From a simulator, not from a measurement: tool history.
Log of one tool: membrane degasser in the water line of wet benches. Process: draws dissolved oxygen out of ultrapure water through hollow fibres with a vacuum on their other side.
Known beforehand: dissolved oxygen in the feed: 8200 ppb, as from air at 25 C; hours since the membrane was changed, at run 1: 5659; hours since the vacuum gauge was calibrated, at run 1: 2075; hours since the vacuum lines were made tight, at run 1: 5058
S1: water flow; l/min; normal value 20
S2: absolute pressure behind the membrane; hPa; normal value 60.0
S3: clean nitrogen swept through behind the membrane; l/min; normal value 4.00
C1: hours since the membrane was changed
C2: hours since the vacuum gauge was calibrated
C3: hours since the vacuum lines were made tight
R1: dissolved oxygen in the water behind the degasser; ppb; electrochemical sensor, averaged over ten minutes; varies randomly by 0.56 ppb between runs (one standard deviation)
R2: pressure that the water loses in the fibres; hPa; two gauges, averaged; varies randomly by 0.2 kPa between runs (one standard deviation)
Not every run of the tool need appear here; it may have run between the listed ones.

run,hour,S1,S2,S3,C1,C2,C3,R1,R2
1,0.0,20,60.0,4.00,5659,2075,5058,47.7,417.1
2,195.9,20,60.0,2.12,5855,2271,5254,76.4,418.3
3,487.1,20,60.0,2.12,6146,2562,5545,74.9,415.8
4,698.9,20,60.0,2.12,6358,2774,5757,75.0,414.3
5,838.4,20,60.0,4.00,6497,2913,5896,47.9,420.1
6,1081.1,20,60.0,4.00,6740,3156,6139,47.0,415.1
7,1226.2,20,60.0,4.00,6885,3301,6284,48.1,415.6
8,1417.4,20,69.7,4.00,7076,3492,6475,59.1,414.9
9,1716.1,20,60.0,3.39,7375,3791,6774,54.3,414.2
10,1968.9,20,60.0,3.39,7628,4044,7027,53.6,416.9
11,2127.7,20,60.0,3.39,7786,4203,7185,53.8,413.9
12,2370.7,20,90.6,4.00,8029,4446,7428,83.1,411.8
13,2665.5,20,90.6,4.00,8324,4741,7723,84.4,410.4
14,2870.3,20,90.6,4.00,8529,4945,7928,84.3,414.9
15,3109.8,20,90.6,4.00,8769,5185,8168,85.2,411.4
16,3400.9,20,90.6,4.00,9060,5476,8459,82.9,409.9
# hour 3461.1: seals of the vacuum lines changed
17,3561.7,21,130.7,8.52,9218,5635,101,75.3,431.4
18,3862.2,15,41.2,5.76,9519,5935,401,13.6,306.9
19,4134.6,24,115.6,4.73,9791,6208,674,121.6,489.7
20,4296.2,24,115.6,4.73,9953,6369,835,124.1,493.0
# hour 4353.6: vacuum gauge calibrated
21,4513.1,15,93.5,1.84,10169,159,1051,126.1,304.1
22,4773.5,15,55.6,11.45,10430,420,1312,15.3,304.9
23,5079.3,16,60.0,3.97,10736,726,1618,36.6,324.3
# hour 5276.8: gauge calibrated
24,5365.9,16,55.6,2.90,11022,1012,1904,40.0,334.3
25,5577.2,31,55.0,4.72,11233,1224,2116,68.8,648.4
26,5750.2,20,66.5,10.62,11406,1397,2289,30.1,417.1
27,5996.7,20,66.5,10.62,11653,1643,2535,30.2,417.1
28,6233.3,13,66.5,3.88,11890,1880,2772,33.9,271.3
29,6450.5,12,60.0,4.00,12107,2097,2989,25.2,250.0
30,6746.9,12,60.0,4.00,12403,2393,3285,25.8,247.4
31,7007.4,12,60.0,4.00,12664,2654,3546,25.3,247.8

Predict each of these 5 candidate next runs independently; none follows another, all start after run 31:
A,7216.3,20,40.5,2.14,12873,2863,3755,?,?
B,7216.3,30,136.7,7.96,12873,2863,3755,?,?
C,7216.3,20,60.0,4.14,12873,2863,3755,?,?
D,7216.3,20,61.7,4.00,12873,2863,3755,?,?
E,7216.3,12,56.4,4.00,12873,2863,3755,?,?

run,R1,R2
A,32.8,413.4
B,125.2,622.0
C,46.1,413.9
D,49.0,415.1
E,22.8,249.3
The same runs, with their run-to-run variation unchanged, on a tool lacking any hidden condition would have given:
run,R1,R2
A,32.7,416.7
B,124.9,627.1
C,45.9,417.2
D,48.9,418.5
E,22.7,251.3
